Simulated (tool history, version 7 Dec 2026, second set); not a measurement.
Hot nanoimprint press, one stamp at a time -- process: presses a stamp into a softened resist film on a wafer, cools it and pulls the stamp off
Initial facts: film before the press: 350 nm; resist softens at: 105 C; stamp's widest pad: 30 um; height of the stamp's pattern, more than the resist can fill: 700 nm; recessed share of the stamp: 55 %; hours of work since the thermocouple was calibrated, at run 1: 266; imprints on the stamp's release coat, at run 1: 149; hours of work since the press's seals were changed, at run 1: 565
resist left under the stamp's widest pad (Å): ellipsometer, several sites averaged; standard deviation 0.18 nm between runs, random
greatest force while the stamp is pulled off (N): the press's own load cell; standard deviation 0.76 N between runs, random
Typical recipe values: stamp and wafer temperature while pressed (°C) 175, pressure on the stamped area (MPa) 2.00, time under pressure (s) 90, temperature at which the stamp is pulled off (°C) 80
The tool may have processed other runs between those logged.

run	hour	stamp and wafer temperature while pressed (°C)	pressure on the stamped area (MPa)	time under pressure (s)	temperature at which the stamp is pulled off (°C)	hours of work since the thermocouple was calibrated	imprints on the stamp's release coat	hours of work since the press's seals were changed	resist left under the stamp's widest pad (Å)	greatest force while the stamp is pulled off (N)
1	0.0	175	2.00	90	80	266	149	565	1382	112.7
2	14.3	175	2.00	90	80	277	221	576	1383	114.2
3	30.0	175	2.00	90	80	289	300	588	1381	115.3
4	53.5	175	2.00	90	80	307	418	606	1383	114.7
# hour 70.0: plate thermocouple calibrated
5	70.0	175	2.00	113	80	0	486	617	1288	117.0
6	80.3	175	2.00	113	80	8	538	625	1289	117.6
7	103.2	175	2.00	113	80	26	654	642	1287	117.5
8	123.0	175	2.00	90	80	41	753	658	1404	119.0
# hour 139.4: press's hydraulic seals changed and the load cell set to zero
9	155.2	175	2.00	90	80	60	875	12	1356	119.4
10	175.3	175	2.00	90	80	75	976	28	1355	120.1
11	190.9	175	2.00	90	80	88	1055	40	1357	121.3
12	214.7	176	2.00	90	80	106	1175	58	1304	121.0
13	227.3	176	2.00	90	80	116	1239	68	1303	124.1
14	240.1	176	2.00	90	80	126	1303	78	1302	123.4
15	257.2	176	2.00	90	80	139	1389	91	1304	125.9
16	272.1	183	2.08	98	74	150	1464	103	937	146.0
# hour 287.6: stamp cleaned and given a new release coat
17	289.9	183	2.08	47	74	160	12	112	1259	132.7
18	309.1	183	2.08	47	74	174	109	127	1259	133.5
19	328.2	167	2.00	142	80	189	205	142	1590	113.5
20	338.2	167	2.82	129	80	197	255	149	1394	115.3
21	353.6	177	2.82	129	79	209	333	161	900	118.2
22	370.0	177	2.82	129	79	222	415	174	904	118.3
23	393.3	175	2.00	90	75	240	533	192	1351	133.8
24	403.4	175	1.75	90	80	248	584	200	1444	116.3
25	421.3	175	1.48	90	68	261	674	214	1563	158.6
26	441.6	175	1.48	90	68	277	776	230	1564	160.4
27	464.3	175	1.29	90	68	295	890	247	1670	160.1
28	487.0	175	1.29	90	68	312	1005	265	1665	163.1
# hour 497.8: plate thermocouple calibrated
29	501.3	175	1.29	90	68	3	1062	274	1726	167.9

Run by run, hidden condition taken away, random variation retained:
The tool's hidden condition here consists of: true temperature over the reading, C; pressure that arrives at the usual setting, %; grip of the stamp's worn release coat, % over a new coat's; drift of the gauge itself on residual_nm, %; drift of the gauge itself on pull_off_n, %.
run	resist left under the stamp's widest pad (Å)	greatest force while the stamp is pulled off (N)
1	1379	113.4
2	1381	114.3
3	1379	114.9
4	1382	113.4
5	1264	113.6
6	1265	113.9
7	1264	113.0
8	1381	113.7
9	1377	113.1
10	1377	113.2
11	1380	113.6
12	1326	112.6
13	1326	115.0
14	1325	114.0
15	1328	115.6
16	953	133.2
17	1280	134.4
18	1280	134.3
19	1624	113.8
20	1424	115.1
21	917	117.4
22	920	116.9
23	1379	131.0
24	1475	113.7
25	1598	153.3
26	1600	154.1
27	1710	152.6
28	1706	154.4
29	1704	154.8

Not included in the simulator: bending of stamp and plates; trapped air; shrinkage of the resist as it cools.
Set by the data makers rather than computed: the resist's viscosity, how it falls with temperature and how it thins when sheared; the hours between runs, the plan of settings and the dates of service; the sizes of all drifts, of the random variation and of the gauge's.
